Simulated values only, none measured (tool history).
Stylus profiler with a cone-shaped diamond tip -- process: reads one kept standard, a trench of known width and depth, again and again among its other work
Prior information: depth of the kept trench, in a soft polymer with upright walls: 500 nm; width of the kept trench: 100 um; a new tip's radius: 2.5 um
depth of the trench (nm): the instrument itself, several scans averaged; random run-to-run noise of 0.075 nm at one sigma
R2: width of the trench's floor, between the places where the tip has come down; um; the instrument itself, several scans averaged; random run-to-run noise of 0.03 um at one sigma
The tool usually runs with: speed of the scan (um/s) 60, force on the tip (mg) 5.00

Run 1, hour 0.0: usual settings. Result: depth of the trench (nm) 512.73, R2 95.75 um.
Run 2, hour 15.3: usual settings. Result: depth of the trench (nm) 512.73, R2 95.69 um.
Run 3, hour 23.9: usual settings. Result: depth of the trench (nm) 512.78, R2 95.56 um.
Run 4, hour 41.1: usual settings. Result: depth of the trench (nm) 512.67, R2 95.59 um.
Run 5, hour 48.3: usual settings. Result: depth of the trench (nm) 512.74, R2 95.62 um.
Run 6, hour 60.9: usual settings. Result: depth of the trench (nm) 512.82, R2 95.60 um.
Run 7, hour 68.4: usual settings. Result: depth of the trench (nm) 512.71, R2 95.55 um.
Run 8, hour 83.1: usual settings. Result: depth of the trench (nm) 512.70, R2 95.58 um.
Run 9, hour 93.7: usual settings but force on the tip (mg) 3.28. Result: depth of the trench (nm) 509.46, R2 95.51 um.
Run 10, hour 104.1: usual settings but speed of the scan (um/s) 215, force on the tip (mg) 3.28. Result: depth of the trench (nm) 509.38, R2 94.73 um.
Run 11, hour 114.4: usual settings but speed of the scan (um/s) 122, force on the tip (mg) 3.28. Result: depth of the trench (nm) 509.33, R2 95.10 um.
Run 12, hour 122.0: usual settings but speed of the scan (um/s) 122, force on the tip (mg) 2.95. Result: depth of the trench (nm) 508.64, R2 95.08 um.
Run 13, hour 133.9: usual settings but speed of the scan (um/s) 122, force on the tip (mg) 2.20. Result: depth of the trench (nm) 507.02, R2 94.97 um.
Run 14, hour 148.1: usual settings but speed of the scan (um/s) 122, force on the tip (mg) 2.20. Result: depth of the trench (nm) 507.08, R2 94.94 um.
Run 15, hour 155.5: usual settings but speed of the scan (um/s) 143. Result: depth of the trench (nm) 512.54, R2 95.09 um.
Run 16, hour 172.5: usual settings but speed of the scan (um/s) 151. Result: depth of the trench (nm) 512.57, R2 95.00 um.
Run 17, hour 187.9: usual settings. Result: depth of the trench (nm) 512.53, R2 95.40 um.
Run 18, hour 199.3: usual settings. Result: depth of the trench (nm) 512.46, R2 95.40 um.
Run 19, hour 214.8: usual settings but speed of the scan (um/s) 23. Result: depth of the trench (nm) 512.54, R2 95.52 um.
Run 20, hour 229.2: usual settings but force on the tip (mg) 11.36. Result: depth of the trench (nm) 522.29, R2 95.46 um.
Run 21, hour 246.7: usual settings but force on the tip (mg) 11.36. Result: depth of the trench (nm) 522.24, R2 95.40 um.
Run 22, hour 253.8: usual settings but force on the tip (mg) 11.36. Result: depth of the trench (nm) 522.17, R2 95.43 um.
Run 23, hour 268.1: usual settings but speed of the scan (um/s) 78. Result: depth of the trench (nm) 512.51, R2 95.18 um.
Run 24, hour 277.0: usual settings but speed of the scan (um/s) 78. Result: depth of the trench (nm) 512.54, R2 95.18 um.
Run 25, hour 285.5: usual settings but speed of the scan (um/s) 19, force on the tip (mg) 3.63. Result: depth of the trench (nm) 509.96, R2 95.38 um.
Run 26, hour 296.9: usual settings but speed of the scan (um/s) 19, force on the tip (mg) 3.63. Result: depth of the trench (nm) 509.99, R2 95.42 um.
Run 27, hour 312.0: usual settings but speed of the scan (um/s) 19, force on the tip (mg) 1.79. Result: depth of the trench (nm) 506.01, R2 95.36 um.
Run 28, hour 321.5: usual settings but speed of the scan (um/s) 31, force on the tip (mg) 2.89. Result: depth of the trench (nm) 508.38, R2 95.36 um.
Run 29, hour 331.9: usual settings but speed of the scan (um/s) 31, force on the tip (mg) 2.89. Result: depth of the trench (nm) 508.41, R2 95.31 um.
Run 30, hour 347.8: usual settings but speed of the scan (um/s) 124, force on the tip (mg) 3.44. Result: depth of the trench (nm) 509.58, R2 94.83 um.
Run 31, hour 363.7: usual settings but speed of the scan (um/s) 207, force on the tip (mg) 5.38. Result: depth of the trench (nm) 513.13, R2 94.61 um.
Run 32, hour 373.3: usual settings but speed of the scan (um/s) 57, force on the tip (mg) 2.74. Result: depth of the trench (nm) 508.11, R2 95.11 um.
Run 33, hour 386.0: usual settings but speed of the scan (um/s) 57, force on the tip (mg) 2.74. Result: depth of the trench (nm) 508.11, R2 95.08 um.
Run 34, hour 403.7: usual settings but speed of the scan (um/s) 57, force on the tip (mg) 2.74. Result: depth of the trench (nm) 508.00, R2 95.03 um.
Run 35, hour 420.3: usual settings but speed of the scan (um/s) 57, force on the tip (mg) 2.74. Result: depth of the trench (nm) 507.93, R2 95.04 um.
Run 36, hour 434.7: usual settings but speed of the scan (um/s) 57, force on the tip (mg) 2.74. Result: depth of the trench (nm) 508.09, R2 95.01 um.
Run 37, hour 442.0: usual settings but speed of the scan (um/s) 87, force on the tip (mg) 2.71. Result: depth of the trench (nm) 507.93, R2 94.79 um.

What does the tool deliver on the next run?
Run 38, hour 449.8: usual settings but speed of the scan (um/s) 87, force on the tip (mg) 2.71. Result: depth of the trench (nm) ?, R2 ?.

For run 38 the tool returned depth of the trench (nm) 507.89, R2 94.75 um.
Had the tool carried no hidden state, the very same run would have given depth of the trench (nm) 508.66, R2 96.48 um.

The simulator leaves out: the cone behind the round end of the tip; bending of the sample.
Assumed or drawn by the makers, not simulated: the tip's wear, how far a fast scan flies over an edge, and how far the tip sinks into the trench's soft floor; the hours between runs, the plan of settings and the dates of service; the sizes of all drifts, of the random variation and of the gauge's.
